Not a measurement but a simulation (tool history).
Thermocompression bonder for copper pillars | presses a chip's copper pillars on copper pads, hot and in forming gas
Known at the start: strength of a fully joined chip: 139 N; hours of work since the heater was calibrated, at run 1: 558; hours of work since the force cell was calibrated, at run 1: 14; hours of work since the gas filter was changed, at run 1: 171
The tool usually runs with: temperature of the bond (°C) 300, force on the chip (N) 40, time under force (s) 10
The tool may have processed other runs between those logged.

| run | hour | temperature of the bond (°C) | force on the chip (N) | time under force (s) | hours of work since the heater was calibrated | hours of work since the force cell was calibrated | hours of work since the gas filter was changed | force that shears a chip off (N) |
|---|---|---|---|---|---|---|---|---|
| 1 | 0.0 | 300 | 40 | 10 | 558 | 14 | 171 | 53.0 |
| 2 | 32.2 | 300 | 40 | 10 | 578 | 35 | 192 | 52.8 |
| 3 | 51.1 | 300 | 40 | 10 | 590 | 47 | 204 | 52.6 |
| 4 | 74.6 | 300 | 40 | 9 | 605 | 62 | 219 | 50.4 |
| 5 | 92.7 | 300 | 40 | 10 | 617 | 73 | 230 | 51.8 |
| 6 | 115.7 | 300 | 40 | 10 | 631 | 88 | 245 | 52.8 |
| 7 | 154.4 | 300 | 35 | 10 | 656 | 113 | 270 | 46.0 |
| 8 | 195.9 | 300 | 40 | 23 | 682 | 139 | 296 | 69.7 |
| 9 | 231.4 | 300 | 40 | 23 | 705 | 162 | 318 | 70.5 |
| 10 | 272.6 | 300 | 40 | 23 | 731 | 188 | 345 | 70.0 |
| 11 | 313.2 | 300 | 40 | 23 | 757 | 214 | 370 | 69.7 |
| 12 | 353.8 | 300 | 40 | 10 | 783 | 239 | 396 | 52.3 |
| 13 | 377.7 | 300 | 40 | 10 | 798 | 255 | 412 | 51.8 |
|  | 383.6 | forming gas filter changed |
| 14 | 400.2 | 300 | 40 | 5 | 812 | 269 | 11 | 43.7 |
| 15 | 418.8 | 272 | 40 | 5 | 824 | 280 | 22 | 26.5 |
| 16 | 447.7 | 272 | 40 | 5 | 842 | 299 | 41 | 26.5 |
| 17 | 484.1 | 272 | 40 | 5 | 865 | 322 | 64 | 27.2 |
| 18 | 501.9 | 272 | 40 | 5 | 877 | 333 | 75 | 26.8 |
|  | 510.0 | heater calibrated with a thermocouple chip |
| 19 | 527.8 | 272 | 40 | 5 | 11 | 349 | 90 | 22.7 |
| 20 | 565.9 | 272 | 40 | 5 | 36 | 373 | 115 | 23.2 |
| 21 | 605.5 | 318 | 38 | 17 | 61 | 398 | 140 | 75.0 |
| 22 | 645.5 | 288 | 40 | 8 | 86 | 423 | 165 | 38.1 |
| 23 | 672.2 | 326 | 55 | 22 | 103 | 440 | 182 | 108.8 |
| 24 | 708.8 | 278 | 33 | 10 | 126 | 464 | 206 | 28.6 |
| 25 | 745.9 | 280 | 42 | 29 | 150 | 487 | 229 | 58.3 |
| 26 | 774.1 | 271 | 45 | 13 | 168 | 505 | 247 | 39.3 |
| 27 | 815.3 | 326 | 53 | 6 | 194 | 531 | 273 | 76.3 |
| 28 | 857.9 | 288 | 59 | 9 | 221 | 558 | 300 | 58.0 |
| 29 | 882.0 | 297 | 38 | 29 | 237 | 574 | 316 | 67.6 |
| 30 | 920.7 | 300 | 49 | 5 | 261 | 598 | 340 | 46.7 |
| 31 | 938.8 | 300 | 49 | 5 | 273 | 610 | 352 | 46.9 |
| 32 | 981.3 | 318 | 44 | 5 | 300 | 637 | 379 | 54.5 |
| 33 | 1005.1 | 300 | 37 | 7 | 315 | 652 | 394 | 40.0 |
|  | 1039.2 | forming gas filter changed |
| 34 | 1047.2 | 327 | 52 | 16 | 341 | 679 | 5 | 105.6 |
| 35 | 1066.8 | 300 | 32 | 10 | 354 | 691 | 18 | 43.6 |
| 36 | 1084.1 | 300 | 31 | 19 | 365 | 702 | 29 | 55.1 |
| 37 | 1102.9 | 300 | 31 | 19 | 377 | 714 | 41 | 55.1 |
| 38 | 1125.5 | 300 | 56 | 7 | 391 | 728 | 55 | 66.5 |
| 39 | 1154.8 | 300 | 30 | 22 | 410 | 747 | 74 | 56.2 |

How the hidden state differs across the entries between the runs, from the last listed run before each to the first after it:
Logged between run 13 and run 14: forming gas filter changed (hour 383.6)
  true temperature of the bond over the reading, C: 7.5 -> 7.6; force that reaches the chip, % of what is set: 101.4 -> 101.5; oxide that the forming gas leaves, % of the face: 10.16 -> 0.87
  measured result minus the result with no hidden state, force that shears a chip off (N): +1.2 -> +5.5
Logged between run 18 and run 19: heater calibrated with a thermocouple chip (hour 510.0)
  true temperature of the bond over the reading, C: 8.2 -> 0.7; force that reaches the chip, % of what is set: 101.8 -> 101.9; oxide that the forming gas leaves, % of the face: 2.38 -> 2.75
  measured result minus the result with no hidden state, force that shears a chip off (N): +3.9 -> +0.2
Logged between run 33 and run 34: forming gas filter changed (hour 1039.2)
  true temperature of the bond over the reading, C: 3.3 -> 3.5; force that reaches the chip, % of what is set: 103.3 -> 103.4; oxide that the forming gas leaves, % of the face: 9.67 -> 0.83
  measured result minus the result with no hidden state, force that shears a chip off (N): -0.4 -> +4.6
